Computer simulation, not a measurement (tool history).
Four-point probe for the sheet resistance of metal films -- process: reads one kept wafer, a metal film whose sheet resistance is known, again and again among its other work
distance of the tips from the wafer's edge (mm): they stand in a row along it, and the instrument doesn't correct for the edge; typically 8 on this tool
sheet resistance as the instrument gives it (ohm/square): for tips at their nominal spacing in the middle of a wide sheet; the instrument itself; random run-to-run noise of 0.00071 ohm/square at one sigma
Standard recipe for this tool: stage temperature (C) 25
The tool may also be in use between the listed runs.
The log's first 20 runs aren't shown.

run,day,stage temperature (C),distance of the tips from the wafer's edge (mm),touches since the probe head was changed,hours of work since the stage's thermometer was calibrated,sheet resistance as the instrument gives it (ohm/square)
21,17.862,21,52,58201,55,3.60328
22,18.996,29,52,58834,70,3.596927
# day 19.112: stage's thermometer calibrated, once more
23,19.825,20,4,59286,10,3.718814
24,20.379,34,28,59596,17,3.594475
25,20.925,22,25,59902,25,3.605393
26,21.542,22,25,60246,33,3.605154
27,22.383,32,20,60715,45,3.600001
# day 22.621: new probe head fitted
28,23.412,22,24,443,58,3.556948
29,24.267,22,24,921,70,3.556674
30,25.375,21,3,1539,85,3.755183
31,26.017,21,3,1899,94,3.756188
32,27.075,21,3,2490,108,3.755877
33,27.946,21,3,2977,120,3.757726
34,28.583,30,12,3332,129,3.563352
35,29.758,26,25,3989,145,3.556655
36,30.588,27,8,4451,156,3.582019
37,31.188,27,8,4788,164,3.582496

For run 38, what comes out?
38,31.879,20,28,5173,174,?

{"run 38": {"sheet resistance as the instrument gives it (ohm/square)": 3.56202}}
Were there no unlogged condition in the tool, this run, its random variation unchanged, would have produced sheet resistance as the instrument gives it (ohm/square) 3.549535.
